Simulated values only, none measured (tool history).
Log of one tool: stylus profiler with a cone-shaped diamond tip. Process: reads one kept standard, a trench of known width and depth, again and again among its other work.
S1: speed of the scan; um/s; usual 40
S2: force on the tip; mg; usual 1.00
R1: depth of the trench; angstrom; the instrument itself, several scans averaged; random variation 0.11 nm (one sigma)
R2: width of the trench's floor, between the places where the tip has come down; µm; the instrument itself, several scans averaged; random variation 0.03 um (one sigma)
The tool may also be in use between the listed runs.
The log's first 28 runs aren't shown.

run	hour	S1	S2	R1	R2
29	318.3	66	1.50	2025.7	27.95
30	327.2	66	1.50	2029.6	27.97
31	339.2	66	1.50	2026.1	27.92
32	347.0	10	1.71	2029.5	27.99
33	355.1	91	1.00	2022.9	27.81
34	366.4	47	1.06	2020.7	27.90
35	375.1	47	0.83	2019.9	27.92
36	385.3	46	2.03	2031.1	27.95
37	399.9	22	0.48	2014.8	27.98
38	407.8	19	1.85	2031.3	27.95

Forecast each of these 4 alternatives for the next run:
A	421.4	19	1.70	?	?
B	421.4	144	1.08	?	?
C	421.4	19	1.32	?	?
D	421.4	16	1.00	?	?

run	R1	R2
A	2028.0	27.94
B	2022.5	27.64
C	2024.5	27.98
D	2022.4	28.01
Without the tool's hidden state the same runs would have given:
run	R1	R2
A	2024.3	28.17
B	2018.7	27.87
C	2020.8	28.22
D	2018.7	28.25

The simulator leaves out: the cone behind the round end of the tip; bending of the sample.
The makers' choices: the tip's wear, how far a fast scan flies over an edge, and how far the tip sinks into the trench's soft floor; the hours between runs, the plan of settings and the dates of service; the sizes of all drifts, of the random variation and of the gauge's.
